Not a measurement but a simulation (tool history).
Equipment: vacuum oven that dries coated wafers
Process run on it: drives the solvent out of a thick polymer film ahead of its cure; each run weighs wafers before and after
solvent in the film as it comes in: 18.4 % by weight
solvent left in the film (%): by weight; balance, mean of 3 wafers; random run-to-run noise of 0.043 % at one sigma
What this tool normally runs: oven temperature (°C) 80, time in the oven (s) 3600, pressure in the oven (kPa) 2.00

| run | hour | oven temperature (°C) | time in the oven (s) | pressure in the oven (kPa) | solvent left in the film (%) |
|---|---|---|---|---|---|
| 1 | 0.0 | 80 | 3600 | 2.00 | 2.97 |
| 2 | 71.9 | 80 | 3600 | 2.00 | 3.06 |
|  | 132.7 | vacuum gauge cleaned of residue and calibrated |
| 3 | 147.7 | 80 | 3600 | 2.00 | 2.75 |
| 4 | 207.9 | 80 | 3600 | 2.00 | 2.69 |
| 5 | 282.5 | 80 | 3600 | 4.65 | 5.02 |
| 6 | 351.7 | 80 | 3600 | 4.65 | 4.98 |
| 7 | 435.4 | 80 | 3600 | 4.65 | 5.08 |
| 8 | 484.9 | 80 | 3600 | 4.65 | 5.07 |
| 9 | 563.9 | 80 | 3600 | 4.65 | 5.01 |
| 10 | 612.2 | 80 | 3600 | 4.65 | 5.04 |
| 11 | 655.5 | 80 | 3600 | 4.65 | 4.92 |
|  | 701.7 | oven's thermocouples calibrated |
| 12 | 737.1 | 80 | 3600 | 4.65 | 5.59 |
| 13 | 776.0 | 80 | 3600 | 4.65 | 5.43 |
| 14 | 843.8 | 80 | 3600 | 4.65 | 5.56 |
| 15 | 915.9 | 80 | 3600 | 2.00 | 3.01 |
| 16 | 960.0 | 80 | 3600 | 2.62 | 3.55 |
| 17 | 1034.9 | 80 | 3060 | 2.62 | 4.14 |
| 18 | 1098.4 | 80 | 4440 | 2.00 | 2.71 |
| 19 | 1177.5 | 93 | 3600 | 2.00 | 1.44 |
| 20 | 1228.9 | 93 | 3600 | 2.00 | 1.43 |
| 21 | 1280.0 | 91 | 4620 | 2.12 | 1.54 |
| 22 | 1332.0 | 80 | 1800 | 3.34 | 6.76 |
| 23 | 1383.1 | 80 | 3360 | 5.59 | 6.65 |
| 24 | 1456.5 | 75 | 6300 | 3.36 | 4.59 |
| 25 | 1531.3 | 75 | 6300 | 3.36 | 4.58 |
| 26 | 1613.5 | 75 | 6300 | 3.36 | 4.55 |
|  | 1637.5 | vacuum gauge cleaned of residue and calibrated |
| 27 | 1669.1 | 80 | 5100 | 2.00 | 2.20 |
| 28 | 1752.9 | 94 | 3600 | 2.00 | 1.18 |

Run 29 comes next. What will it give?
| 29 | 1829.3 | 87 | 3960 | 3.70 | ? |

Run 29 gave solvent left in the film (%) 2.85.
If the tool had no hidden condition, the same run with the same run-to-run variation would have returned solvent left in the film (%) 2.87.
